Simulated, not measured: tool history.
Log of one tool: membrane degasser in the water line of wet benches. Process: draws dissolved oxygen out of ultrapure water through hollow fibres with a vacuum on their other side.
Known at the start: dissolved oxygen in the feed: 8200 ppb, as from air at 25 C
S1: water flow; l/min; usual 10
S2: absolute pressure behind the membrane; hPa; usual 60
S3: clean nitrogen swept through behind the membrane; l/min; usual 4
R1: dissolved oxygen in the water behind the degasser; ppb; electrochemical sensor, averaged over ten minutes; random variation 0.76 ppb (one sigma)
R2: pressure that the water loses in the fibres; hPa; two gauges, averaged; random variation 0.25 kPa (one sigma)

run	hour	S1	S2	S3	R1	R2
1	0	10	60	4	69.4	662.1
2	50.6	10	60	5.08	65.6	661.7
3	81.2	10	58.8	4	69	662.4
4	108.2	10	60	4	68.8	654.8
5	140.7	10	60	4	70.2	662.7
6	166.2	10	60	4	69.5	661
7	200.4	10	60	4	70.2	657.6
8	231.7	10	60	4	70.7	663.1
9	273.2	12	60	4	98.9	787.6
10	323.3	12	60	5.08	95.8	791.8
11	372.4	12	60	5.08	95.8	787.4
12	419.5	12	60	5.08	94.1	788
# hour 443.7: seals of the vacuum lines changed
13	468.9	12	60	5.08	92.8	783.9
14	522.6	12	60	5.08	95.4	784.5
15	555.2	12	60	5.08	93.8	780.9
16	586.8	12	60	5.08	94.9	780.4
17	613	14	44.8	7.46	115.7	916.2
18	636.4	9	40.8	7.46	43.5	588.2
19	665.6	15	41	2.88	135.7	981.3
20	694.6	9	104.7	4	80.9	588.7
21	719.2	8	37.9	4	34	525.1
22	768.8	8	37.9	4	33.6	524.3
23	795	7	60	4	33.6	455.5
24	827.9	7	60	4	33.2	452.8
25	877.9	13	92.5	4.7	132.8	846.9
# hour 894.6: gauge calibrated
26	915.6	10	70.1	4	75.4	661.1
27	964.7	13	127.8	4	166	860.1
28	1019.7	12	62.8	9.33	87.9	796.7
29	1046.2	10	67.6	6.3	67	662.5
30	1096	10	67.6	6.3	65.9	660.5

Forecast run 31:
31	1122.2	10	67.6	6.3	?	?

{"run 31": {"R1": 66.3, "R2": 660}}
Without the tool's hidden state the same run would have given R1 66.3 ppb, R2 663.3 hPa.

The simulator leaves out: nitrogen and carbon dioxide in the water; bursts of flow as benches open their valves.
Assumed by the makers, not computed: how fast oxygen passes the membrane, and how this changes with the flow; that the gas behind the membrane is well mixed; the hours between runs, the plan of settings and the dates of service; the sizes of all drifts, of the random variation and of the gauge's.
